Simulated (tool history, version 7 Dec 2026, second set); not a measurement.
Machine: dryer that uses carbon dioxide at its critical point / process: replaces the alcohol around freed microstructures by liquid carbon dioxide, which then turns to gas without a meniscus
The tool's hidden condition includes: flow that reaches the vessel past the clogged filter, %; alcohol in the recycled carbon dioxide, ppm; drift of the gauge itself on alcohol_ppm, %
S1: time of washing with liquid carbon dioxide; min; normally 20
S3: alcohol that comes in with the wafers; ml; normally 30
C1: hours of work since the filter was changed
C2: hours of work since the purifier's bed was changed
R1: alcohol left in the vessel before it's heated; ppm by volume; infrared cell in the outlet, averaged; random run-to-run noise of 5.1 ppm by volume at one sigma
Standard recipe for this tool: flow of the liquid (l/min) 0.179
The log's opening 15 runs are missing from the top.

Run 16, hour 146.6: usual settings; C1 200; C2 155. Result: R1 144 ppm by volume.
Run 17, hour 153.3: usual settings; C1 204; C2 159. Result: R1 127 ppm by volume.
Run 18, hour 165.3: usual settings; C1 211; C2 165. Result: R1 135 ppm by volume.
Run 19, hour 171.6: usual settings; C1 215; C2 169. Result: R1 141 ppm by volume.
Run 20, hour 181.2: usual settings but S1 25 min, flow of the liquid (l/min) 0.236, S3 92 ml; C1 220; C2 174. Result: R1 21 ppm by volume.
Run 21, hour 192.8: usual settings but S1 22 min, flow of the liquid (l/min) 0.298, S3 98 ml; C1 226; C2 181. Result: R1 16 ppm by volume.
Run 22, hour 203.8: usual settings but S1 22 min, flow of the liquid (l/min) 0.298, S3 98 ml; C1 233; C2 187. Result: R1 26 ppm by volume.
Run 23, hour 211.7: usual settings but S1 31 min, flow of the liquid (l/min) 0.292; C1 237; C2 192. Result: R1 12 ppm by volume.
Run 24, hour 221.8: usual settings but S1 30 min, flow of the liquid (l/min) 0.252, S3 22 ml; C1 243; C2 197. Result: R1 16 ppm by volume.
Run 25, hour 229.9: usual settings but S1 30 min, flow of the liquid (l/min) 0.252, S3 22 ml; C1 247; C2 202. Result: R1 19 ppm by volume.
Run 26, hour 236: usual settings but S1 27 min, flow of the liquid (l/min) 0.223, S3 22 ml; C1 251; C2 205. Result: R1 12 ppm by volume.
Run 27, hour 247.7: usual settings but S1 24 min, flow of the liquid (l/min) 0.156, S3 98 ml; C1 258; C2 212. Result: R1 356 ppm by volume.
Run 28, hour 258.1: usual settings but S1 24 min, flow of the liquid (l/min) 0.156, S3 98 ml; C1 263; C2 218. Result: R1 386 ppm by volume.
Run 29, hour 270.5: usual settings but S1 28 min, flow of the liquid (l/min) 0.251, S3 36 ml; C1 270; C2 225. Result: R1 17 ppm by volume.
Run 30, hour 276.7: usual settings but S1 28 min, flow of the liquid (l/min) 0.251, S3 36 ml; C1 274; C2 228. Result: R1 17 ppm by volume.
Run 31, hour 286.2: usual settings but flow of the liquid (l/min) 0.175, S3 39 ml; C1 279; C2 234. Result: R1 245 ppm by volume.
Run 32, hour 292.9: usual settings but S1 22 min, flow of the liquid (l/min) 0.175, S3 39 ml; C1 283; C2 238. Result: R1 152 ppm by volume.
Run 33, hour 300: usual settings but S1 12 min, flow of the liquid (l/min) 0.175, S3 39 ml; C1 287; C2 242. Result: R1 2496 ppm by volume.
Run 34, hour 312.5: usual settings but S1 12 min, flow of the liquid (l/min) 0.259, S3 39 ml; C1 294; C2 249. Result: R1 487 ppm by volume.
Run 35, hour 322.2: usual settings but S1 25 min, S3 38 ml; C1 300; C2 254. Result: R1 67 ppm by volume.
Run 36, hour 336.8: usual settings but S1 25 min, S3 38 ml; C1 308; C2 262. Result: R1 69 ppm by volume.
Run 37, hour 350.4: usual settings but S1 16 min, flow of the liquid (l/min) 0.268; C1 316; C2 270. Result: R1 81 ppm by volume.
Run 38, hour 365.3: usual settings but S1 16 min, flow of the liquid (l/min) 0.268; C1 324; C2 279. Result: R1 85 ppm by volume.

Below are 3 alternative next runs, each starting from the tool's condition after run 38. Predict each:
Run A, hour 378.7: usual settings but S1 19 min, flow of the liquid (l/min) 0.206, S3 31 ml; C1 332; C2 286. Result: R1 ?.
Run B, hour 378.7: usual settings but S1 15 min, flow of the liquid (l/min) 0.268, S3 33 ml; C1 332; C2 286. Result: R1 ?.
Run C, hour 378.7: usual settings but S3 33 ml; C1 332; C2 286. Result: R1 ?.

run   R1
  A  129
  B  124
  C  221
Without the tool's unlogged condition, the same runs would have read:
run  R1
  A  33
  B  32
  C  65

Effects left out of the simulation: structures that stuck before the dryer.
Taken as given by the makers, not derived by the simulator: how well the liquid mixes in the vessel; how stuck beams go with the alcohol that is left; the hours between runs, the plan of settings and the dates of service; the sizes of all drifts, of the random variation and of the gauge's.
